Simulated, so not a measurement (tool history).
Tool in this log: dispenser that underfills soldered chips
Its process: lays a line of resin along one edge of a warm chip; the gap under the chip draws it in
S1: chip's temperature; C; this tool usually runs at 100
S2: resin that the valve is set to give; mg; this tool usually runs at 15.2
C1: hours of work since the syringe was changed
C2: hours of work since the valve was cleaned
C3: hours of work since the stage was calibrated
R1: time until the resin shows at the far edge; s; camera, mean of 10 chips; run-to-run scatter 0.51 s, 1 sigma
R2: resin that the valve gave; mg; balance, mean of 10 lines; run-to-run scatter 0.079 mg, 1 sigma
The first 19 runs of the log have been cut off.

| run | hour | S1 | S2 | C1 | C2 | C3 | R1 | R2 |
|---|---|---|---|---|---|---|---|---|
| 20 | 146.7 | 98 | 13.4 | 7 | 7 | 274 | 89.9 | 13.31 |
|  | 147.9 | new syringe of resin |
| 21 | 153.0 | 93 | 18.2 | 4 | 12 | 279 | 83.0 | 18.01 |
|  | 158.7 | new syringe of resin |
| 22 | 160.0 | 102 | 13.4 | 1 | 17 | 284 | 45.9 | 13.29 |
| 23 | 165.3 | 100 | 18.6 | 5 | 21 | 288 | 65.7 | 18.22 |
|  | 168.9 | new syringe of resin |
| 24 | 174.2 | 105 | 13.4 | 4 | 28 | 295 | 51.8 | 13.09 |
|  | 179.3 | new syringe of resin |
| 25 | 184.2 | 90 | 18.8 | 4 | 36 | 302 | 95.8 | 18.30 |
| 26 | 188.8 | 90 | 13.8 | 7 | 39 | 306 | 130.9 | 13.39 |
|  | 189.8 | new syringe of resin |
| 27 | 199.2 | 108 | 18.4 | 7 | 47 | 314 | 56.0 | 17.62 |
|  | 200.4 | new syringe of resin |
| 28 | 209.5 | 108 | 18.4 | 7 | 55 | 322 | 56.9 | 17.46 |
|  | 210.8 | new syringe of resin |
| 29 | 217.3 | 87 | 18.7 | 5 | 61 | 327 | 120.6 | 17.57 |
|  | 220.1 | dispensing valve cleaned and set on the balance |
|  | 222.4 | new syringe of resin |
| 30 | 224.4 | 87 | 18.7 | 2 | 3 | 332 | 92.3 | 18.64 |
| 31 | 229.0 | 106 | 14.1 | 5 | 7 | 336 | 53.4 | 14.07 |
|  | 232.8 | new syringe of resin |
| 32 | 234.2 | 92 | 18.6 | 1 | 11 | 339 | 71.7 | 18.44 |
|  | 243.2 | new syringe of resin |
| 33 | 243.2 | 112 | 15.7 | 0 | 17 | 346 | 28.5 | 15.44 |
| 34 | 249.5 | 109 | 15.2 | 5 | 22 | 351 | 46.0 | 14.90 |

Consider 3 possible next runs. They are alternatives, not a sequence: every one starts from the tool as it was left by run 34. What does each give?
|  | 254.1 | new syringe of resin |
| A | 258.8 | 95 | 15.2 | 4 | 29 | 358 | ? | ? |
|  | 254.1 | new syringe of resin |
| B | 258.8 | 100 | 15.0 | 4 | 29 | 358 | ? | ? |
|  | 254.1 | new syringe of resin |
| C | 258.8 | 109 | 15.6 | 4 | 29 | 358 | ? | ? |

| run | R1 | R2 |
|---|---|---|
| A | 77.8 | 14.76 |
| B | 61.9 | 14.53 |
| C | 41.8 | 15.04 |
What these runs would have given with no unlogged condition in the tool:
| run | R1 | R2 |
|---|---|---|
| A | 50.7 | 15.23 |
| B | 40.6 | 14.99 |
| C | 27.7 | 15.52 |
